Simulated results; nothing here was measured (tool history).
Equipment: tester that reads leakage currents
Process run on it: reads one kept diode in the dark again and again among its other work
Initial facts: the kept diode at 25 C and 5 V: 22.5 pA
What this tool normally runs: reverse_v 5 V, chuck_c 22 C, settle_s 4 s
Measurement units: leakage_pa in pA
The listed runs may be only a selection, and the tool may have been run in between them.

run 1 hour=0 | reverse_v=5 chuck_c=22 settle_s=4 | leakage_pa=18.99
run 2 hour=143.6 | reverse_v=5 chuck_c=22 settle_s=4 | leakage_pa=18.92
run 3 hour=252.8 | reverse_v=5 chuck_c=22 settle_s=4 | leakage_pa=19.05
run 4 hour=384.3 | reverse_v=5 chuck_c=22 settle_s=4 | leakage_pa=19.48
run 5 hour=473.6 | reverse_v=2.9 chuck_c=22 settle_s=4 | leakage_pa=14.72
run 6 hour=578.1 | reverse_v=2.9 chuck_c=22 settle_s=4 | leakage_pa=14.89
run 7 hour=720.7 | reverse_v=2.9 chuck_c=22 settle_s=4 | leakage_pa=15.09
run 8 hour=881 | reverse_v=2.9 chuck_c=22 settle_s=4 | leakage_pa=15.14
run 9 hour=970 | reverse_v=2.9 chuck_c=22 settle_s=4 | leakage_pa=15.29
run 10 hour=1043.9 | reverse_v=5 chuck_c=22 settle_s=4 | leakage_pa=20.18
run 11 hour=1134.1 | reverse_v=5 chuck_c=22 settle_s=4 | leakage_pa=20.34
-- hour=1191.1 tester calibrated
run 12 hour=1235.3 | reverse_v=5 chuck_c=22 settle_s=4 | leakage_pa=20.67
run 13 hour=1352.3 | reverse_v=5 chuck_c=22 settle_s=4 | leakage_pa=20.85
run 14 hour=1454.9 | reverse_v=1.65 chuck_c=22 settle_s=4 | leakage_pa=11.88
run 15 hour=1575 | reverse_v=1.65 chuck_c=22 settle_s=0.35 | leakage_pa=13.48
run 16 hour=1658.3 | reverse_v=1.65 chuck_c=22 settle_s=0.35 | leakage_pa=13.66
-- hour=1735.1 chuck's temperature calibrated
run 17 hour=1773.8 | reverse_v=5 chuck_c=22 settle_s=4 | leakage_pa=20.41
run 18 hour=1904.8 | reverse_v=5 chuck_c=22 settle_s=0.73 | leakage_pa=22.49
run 19 hour=2027 | reverse_v=5 chuck_c=22 settle_s=0.73 | leakage_pa=22.59
run 20 hour=2137.6 | reverse_v=5 chuck_c=22 settle_s=0.73 | leakage_pa=22.97
run 21 hour=2276.8 | reverse_v=5 chuck_c=22 settle_s=1.23 | leakage_pa=22.07
run 22 hour=2354 | reverse_v=14.8 chuck_c=22 settle_s=1.23 | leakage_pa=42.05
run 23 hour=2455 | reverse_v=1.11 chuck_c=44 settle_s=4 | leakage_pa=42.76
run 24 hour=2591.6 | reverse_v=1.11 chuck_c=44 settle_s=4 | leakage_pa=42.75
run 25 hour=2712.7 | reverse_v=1.11 chuck_c=26 settle_s=7.12 | leakage_pa=12.89
run 26 hour=2818.9 | reverse_v=1.11 chuck_c=26 settle_s=7.12 | leakage_pa=12.93
run 27 hour=2917.9 | reverse_v=8.12 chuck_c=25 settle_s=4 | leakage_pa=34.53
run 28 hour=2992.4 | reverse_v=2.14 chuck_c=57 settle_s=9.83 | leakage_pa=131.14
run 29 hour=3126.9 | reverse_v=2.14 chuck_c=57 settle_s=2.32 | leakage_pa=130.74
run 30 hour=3252.7 | reverse_v=4.88 chuck_c=22 settle_s=1.43 | leakage_pa=22.72
run 31 hour=3325.6 | reverse_v=4.88 chuck_c=51 settle_s=1.43 | leakage_pa=136.48
run 32 hour=3482.1 | reverse_v=4.88 chuck_c=51 settle_s=1.43 | leakage_pa=137.59
run 33 hour=3641.1 | reverse_v=7.74 chuck_c=53 settle_s=6.26 | leakage_pa=192.48
run 34 hour=3781.7 | reverse_v=7.74 chuck_c=53 settle_s=6.26 | leakage_pa=193.71
run 35 hour=3879.4 | reverse_v=17.84 chuck_c=50 settle_s=3.94 | leakage_pa=244.43
run 36 hour=3957 | reverse_v=5.58 chuck_c=36 settle_s=3.09 | leakage_pa=58.99
run 37 hour=4102.1 | reverse_v=8.08 chuck_c=25 settle_s=5.55 | leakage_pa=36.59
run 38 hour=4206.6 | reverse_v=2.71 chuck_c=58 settle_s=4 | leakage_pa=158.8
run 39 hour=4290.8 | reverse_v=2.71 chuck_c=50 settle_s=0.5 | leakage_pa=99.74

For run 40, what comes out?
run 40 hour=4445.3 | reverse_v=2.71 chuck_c=50 settle_s=0.5 | leakage_pa=?

Run 40 measured leakage_pa 99.86 pA.
Minus the tool's unlogged condition, the same run would have read leakage_pa 94.41 pA.
